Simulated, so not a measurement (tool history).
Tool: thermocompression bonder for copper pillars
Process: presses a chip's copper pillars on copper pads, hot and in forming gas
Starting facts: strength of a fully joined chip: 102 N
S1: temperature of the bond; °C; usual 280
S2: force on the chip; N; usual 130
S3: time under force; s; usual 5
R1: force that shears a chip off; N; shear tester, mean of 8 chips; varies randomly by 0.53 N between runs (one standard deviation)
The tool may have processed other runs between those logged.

run   hour   S1   S2  S3    R1
  1    0.0  280  130   5  61.1
  2    4.9  280  130   5  61.4
  3   15.3  280   79   5  39.1
  4   23.9  280   79   5  39.6
  5   29.8  280   79   5  39.2
      31.9  -- forming gas filter changed
  6   36.9  280  135   5  67.7
  7   45.3  283  130   5  67.6
  8   54.6  280  130   3  56.2
      59.8  -- heater calibrated with a thermocouple chip
  9   61.6  280  130   3  54.3
 10   68.3  280  130   5  63.8
 11   76.9  280  130   5  61.7
 12   84.9  280  130   5  63.1
 13   89.4  277  130   7  68.0
 14   99.6  277  130   7  67.7
 15  105.5  264  174   5  67.7
 16  116.2  264  174   5  67.5
 17  123.3  264  120   5  49.3
 18  131.8  260  181   5  67.2

Expected results for the next run?
 19  141.4  280  86   5   ?

Run 19 yielded R1 43.8 N.
Were there no unlogged condition in the tool, this run, its random variation unchanged, would have produced R1 43.6 N.

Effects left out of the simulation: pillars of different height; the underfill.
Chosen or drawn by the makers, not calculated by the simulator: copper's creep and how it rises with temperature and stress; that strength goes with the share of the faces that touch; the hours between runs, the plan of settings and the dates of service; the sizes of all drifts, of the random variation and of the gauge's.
